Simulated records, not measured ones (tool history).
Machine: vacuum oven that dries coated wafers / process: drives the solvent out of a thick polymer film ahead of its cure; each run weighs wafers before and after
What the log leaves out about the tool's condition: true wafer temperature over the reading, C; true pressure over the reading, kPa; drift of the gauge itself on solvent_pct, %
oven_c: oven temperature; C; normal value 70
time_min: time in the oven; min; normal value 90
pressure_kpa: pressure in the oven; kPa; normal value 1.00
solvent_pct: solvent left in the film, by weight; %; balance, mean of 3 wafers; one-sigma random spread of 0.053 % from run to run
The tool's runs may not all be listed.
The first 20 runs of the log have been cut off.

| run | hour | oven_c | time_min | pressure_kpa | hours of work since the thermocouples were calibrated | hours of work since the vacuum gauge was cleaned of residue | solvent_pct |
|---|---|---|---|---|---|---|---|
| 21 | 351.2 | 56 | 76 | 0.54 | 559 | 275 | 10.11 |
| 22 | 366.1 | 71 | 126 | 1.41 | 570 | 286 | 1.50 |
| 23 | 379.1 | 59 | 85 | 0.57 | 579 | 295 | 7.74 |
| 24 | 391.5 | 59 | 56 | 2.23 | 588 | 304 | 11.11 |
| 25 | 412.0 | 64 | 57 | 2.34 | 603 | 318 | 8.42 |
| 26 | 423.4 | 64 | 57 | 2.34 | 611 | 326 | 8.62 |
| 27 | 437.9 | 64 | 57 | 0.69 | 621 | 337 | 7.87 |
| 28 | 458.0 | 81 | 60 | 3.60 | 636 | 351 | 1.81 |
| 29 | 473.9 | 75 | 60 | 1.73 | 647 | 363 | 3.04 |
| 30 | 487.9 | 64 | 60 | 0.80 | 657 | 372 | 7.68 |
| 31 | 507.1 | 64 | 60 | 0.80 | 671 | 386 | 7.75 |
| 32 | 519.4 | 74 | 50 | 0.82 | 679 | 395 | 3.96 |
| 33 | 542.1 | 70 | 74 | 1.00 | 696 | 411 | 3.66 |
| 34 | 567.9 | 56 | 49 | 1.00 | 714 | 430 | 11.98 |
| 35 | 592.8 | 55 | 157 | 1.24 | 732 | 447 | 7.06 |
| 36 | 617.1 | 68 | 90 | 1.00 | 749 | 465 | 3.68 |
| 37 | 631.8 | 75 | 90 | 1.00 | 759 | 475 | 1.37 |

Below are 5 alternative next runs, each starting from the tool's condition after run 37. Predict each:
|  | 649.3 | oven's thermocouples calibrated |
| A | 656.6 | 70 | 90 | 0.92 | 5 | 491 | ? |
|  | 649.3 | oven's thermocouples calibrated |
| B | 656.6 | 70 | 90 | 0.71 | 5 | 491 | ? |
|  | 649.3 | oven's thermocouples calibrated |
| C | 656.6 | 61 | 135 | 0.63 | 5 | 491 | ? |
|  | 649.3 | oven's thermocouples calibrated |
| D | 656.6 | 63 | 90 | 1.04 | 5 | 491 | ? |
|  | 649.3 | oven's thermocouples calibrated |
| E | 656.6 | 75 | 78 | 1.00 | 5 | 491 | ? |

| run | solvent_pct |
|---|---|
| A | 2.17 |
| B | 2.15 |
| C | 3.63 |
| D | 5.17 |
| E | 1.22 |
With no hidden state in the tool, these same runs would have given:
| run | solvent_pct |
|---|---|
| A | 2.12 |
| B | 2.10 |
| C | 3.56 |
| D | 5.12 |
| E | 1.18 |
